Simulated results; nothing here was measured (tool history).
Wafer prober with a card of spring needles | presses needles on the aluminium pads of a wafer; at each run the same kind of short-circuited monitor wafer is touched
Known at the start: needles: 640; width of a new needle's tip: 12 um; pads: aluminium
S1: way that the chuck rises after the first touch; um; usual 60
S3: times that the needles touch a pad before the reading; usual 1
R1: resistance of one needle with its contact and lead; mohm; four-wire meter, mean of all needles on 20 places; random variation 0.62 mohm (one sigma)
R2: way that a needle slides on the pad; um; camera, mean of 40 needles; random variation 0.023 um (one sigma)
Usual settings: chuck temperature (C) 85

run 1 hour=0 | S1=60 chuck_temperature_(C)=85 S3=1 | R1=218.5 R2=14.03
-- hour=1.4 tips cleaned on abrasive film
-- hour=7.9 tips cleaned on abrasive film
-- hour=14.3 tips cleaned on abrasive film
-- hour=20.8 tips cleaned on abrasive film
-- hour=26 tips cleaned on abrasive film
-- hour=32.5 tips cleaned on abrasive film
-- hour=39 tips cleaned on abrasive film
-- hour=45.4 tips cleaned on abrasive film
-- hour=50.9 tips cleaned on abrasive film
run 2 hour=50.9 | S1=44 chuck_temperature_(C)=85 S3=1 | R1=221.6 R2=10.23
-- hour=57.4 tips cleaned on abrasive film
-- hour=61.5 height of the first contact set anew
-- hour=64.2 tips cleaned on abrasive film
-- hour=70.6 tips cleaned on abrasive film
-- hour=77.1 tips cleaned on abrasive film
-- hour=83.6 tips cleaned on abrasive film
-- hour=90.1 tips cleaned on abrasive film
-- hour=96.5 tips cleaned on abrasive film
run 3 hour=101.2 | S1=44 chuck_temperature_(C)=85 S3=1 | R1=222.9 R2=10.27
-- hour=102.6 tips cleaned on abrasive film
-- hour=109.1 tips cleaned on abrasive film
-- hour=115.6 tips cleaned on abrasive film
-- hour=122 tips cleaned on abrasive film
-- hour=128.5 tips cleaned on abrasive film
-- hour=134.7 tips cleaned on abrasive film
run 4 hour=134.7 | S1=60 chuck_temperature_(C)=85 S3=3 | R1=219.6 R2=14
-- hour=141.2 tips cleaned on abrasive film
-- hour=147.7 tips cleaned on abrasive film
-- hour=154.1 tips cleaned on abrasive film
-- hour=160.6 tips cleaned on abrasive film
-- hour=167.1 tips cleaned on abrasive film
-- hour=173.6 tips cleaned on abrasive film
-- hour=180 tips cleaned on abrasive film
run 5 hour=183.3 | S1=60 chuck_temperature_(C)=85 S3=3 | R1=220.4 R2=14
-- hour=186 tips cleaned on abrasive film
-- hour=192.5 tips cleaned on abrasive film
-- hour=197.7 tips cleaned on abrasive film
-- hour=204.1 tips cleaned on abrasive film
-- hour=210.6 tips cleaned on abrasive film
-- hour=217.1 tips cleaned on abrasive film
-- hour=223.6 tips cleaned on abrasive film
-- hour=227.7 height of the first contact set anew
-- hour=230.3 tips cleaned on abrasive film
run 6 hour=235.2 | S1=60 chuck_temperature_(C)=85 S3=3 | R1=221.4 R2=14.04
-- hour=236.6 tips cleaned on abrasive film
-- hour=243 tips cleaned on abrasive film
-- hour=249.5 tips cleaned on abrasive film
-- hour=256 tips cleaned on abrasive film
-- hour=262.5 tips cleaned on abrasive film
run 7 hour=263.5 | S1=60 chuck_temperature_(C)=85 S3=3 | R1=220.9 R2=14.06
-- hour=268.7 tips cleaned on abrasive film
-- hour=273.9 tips cleaned on abrasive film
-- hour=280.4 tips cleaned on abrasive film
-- hour=285.6 tips cleaned on abrasive film
-- hour=292.1 tips cleaned on abrasive film
-- hour=298.6 tips cleaned on abrasive film
-- hour=305 tips cleaned on abrasive film
-- hour=310.2 tips cleaned on abrasive film
run 8 hour=312.2 | S1=60 chuck_temperature_(C)=118 S3=3 | R1=228.6 R2=14.01
-- hour=316.1 tips cleaned on abrasive film
-- hour=322.6 tips cleaned on abrasive film
-- hour=329.1 tips cleaned on abrasive film
-- hour=335.5 tips cleaned on abrasive film
-- hour=342 tips cleaned on abrasive film
-- hour=348.5 tips cleaned on abrasive film
-- hour=355 tips cleaned on abrasive film
-- hour=360.7 tips cleaned on abrasive film
run 9 hour=360.7 | S1=60 chuck_temperature_(C)=85 S3=1 | R1=222.2 R2=14.01
-- hour=367.2 tips cleaned on abrasive film
-- hour=373.7 tips cleaned on abrasive film
-- hour=380.1 tips cleaned on abrasive film
-- hour=385.3 tips cleaned on abrasive film
-- hour=391.8 tips cleaned on abrasive film
-- hour=394.7 height of the first contact set anew
run 10 hour=394.9 | S1=60 chuck_temperature_(C)=31 S3=1 | R1=209.6 R2=14.02
-- hour=397.6 tips cleaned on abrasive film
-- hour=402.8 tips cleaned on abrasive film
-- hour=409.3 tips cleaned on abrasive film
-- hour=415.7 tips cleaned on abrasive film
-- hour=422.2 tips cleaned on abrasive film
-- hour=428.7 tips cleaned on abrasive film
run 11 hour=433.4 | S1=60 chuck_temperature_(C)=31 S3=1 | R1=209.2 R2=14.02
-- hour=434.8 tips cleaned on abrasive film
-- hour=440 tips cleaned on abrasive film
-- hour=446.4 tips cleaned on abrasive film
-- hour=451.6 tips cleaned on abrasive film
-- hour=458.1 tips cleaned on abrasive film
-- hour=464.6 tips cleaned on abrasive film
run 12 hour=466.8 | S1=60 chuck_temperature_(C)=38 S3=1 | R1=210.4 R2=14.01
-- hour=470.8 tips cleaned on abrasive film
-- hour=477.2 tips cleaned on abrasive film
-- hour=483.7 tips cleaned on abrasive film
-- hour=490.2 tips cleaned on abrasive film
-- hour=496.7 tips cleaned on abrasive film
-- hour=503.1 tips cleaned on abrasive film
run 13 hour=504.2 | S1=60 chuck_temperature_(C)=35 S3=1 | R1=210 R2=14.01
-- hour=509.4 tips cleaned on abrasive film
-- hour=515.9 tips cleaned on abrasive film
-- hour=522.4 tips cleaned on abrasive film
-- hour=528.9 tips cleaned on abrasive film
-- hour=535.3 tips cleaned on abrasive film
run 14 hour=535.7 | S1=63 chuck_temperature_(C)=96 S3=1 | R1=225.1 R2=14.76
-- hour=540.9 tips cleaned on abrasive film
-- hour=547.3 tips cleaned on abrasive film
-- hour=553.8 tips cleaned on abrasive film
-- hour=560.3 tips cleaned on abrasive film
-- hour=561.9 height of the first contact set anew
-- hour=566.8 tips cleaned on abrasive film
run 15 hour=566.8 | S1=60 chuck_temperature_(C)=117 S3=1 | R1=230.9 R2=14.03
-- hour=573.3 tips cleaned on abrasive film
-- hour=579.8 tips cleaned on abrasive film
-- hour=586.2 tips cleaned on abrasive film
-- hour=592.7 tips cleaned on abrasive film
-- hour=599.2 tips cleaned on abrasive film
-- hour=604.4 tips cleaned on abrasive film
-- hour=610.9 tips cleaned on abrasive film
-- hour=617.3 tips cleaned on abrasive film
run 16 hour=620.8 | S1=60 chuck_temperature_(C)=117 S3=1 | R1=229.9 R2=14.04
-- hour=623.5 tips cleaned on abrasive film
-- hour=629.9 tips cleaned on abrasive film
-- hour=636.4 tips cleaned on abrasive film
-- hour=642.8 gauge calibrated
-- hour=642.9 tips cleaned on abrasive film
run 17 hour=646.2 | S1=60 chuck_temperature_(C)=117 S3=1 | R1=226.9 R2=14.02
-- hour=648.9 tips cleaned on abrasive film
-- hour=654.1 tips cleaned on abrasive film
-- hour=660.6 tips cleaned on abrasive film
-- hour=667 tips cleaned on abrasive film
-- hour=673.5 tips cleaned on abrasive film
-- hour=680 tips cleaned on abrasive film
-- hour=686.5 tips cleaned on abrasive film
-- hour=692.9 tips cleaned on abrasive film
-- hour=698.2 tips cleaned on abrasive film
run 18 hour=698.2 | S1=60 chuck_temperature_(C)=108 S3=1 | R1=223.5 R2=14
-- hour=704.6 tips cleaned on abrasive film
-- hour=711.1 tips cleaned on abrasive film
-- hour=717.6 tips cleaned on abrasive film
-- hour=724 tips cleaned on abrasive film
run 19 hour=726.5 | S1=60 chuck_temperature_(C)=108 S3=1 | R1=224.1 R2=14
-- hour=728 height of the first contact set anew
-- hour=730.7 tips cleaned on abrasive film
-- hour=737.2 tips cleaned on abrasive film
-- hour=743.6 tips cleaned on abrasive film
-- hour=748.8 tips cleaned on abrasive film
-- hour=755.3 tips cleaned on abrasive film
-- hour=761.8 tips cleaned on abrasive film
-- hour=768.1 tips cleaned on abrasive film
run 20 hour=768.1 | S1=60 chuck_temperature_(C)=108 S3=2 | R1=225.3 R2=13.98

Forecast run 21:
-- hour=774.6 tips cleaned on abrasive film
-- hour=779.8 tips cleaned on abrasive film
-- hour=786.3 tips cleaned on abrasive film
-- hour=792.7 tips cleaned on abrasive film
-- hour=799.2 tips cleaned on abrasive film
-- hour=805.7 tips cleaned on abrasive film
-- hour=812.2 tips cleaned on abrasive film
-- hour=818.6 tips cleaned on abrasive film
-- hour=825.1 tips cleaned on abrasive film
run 21 hour=826.3 | S1=46 chuck_temperature_(C)=69 S3=2 | R1=? R2=?

R1: 219.1 mohm
R2: 10.75 um
Without the tool's hidden state the same run would have given R1 217.9 mohm, R2 10.76 um.
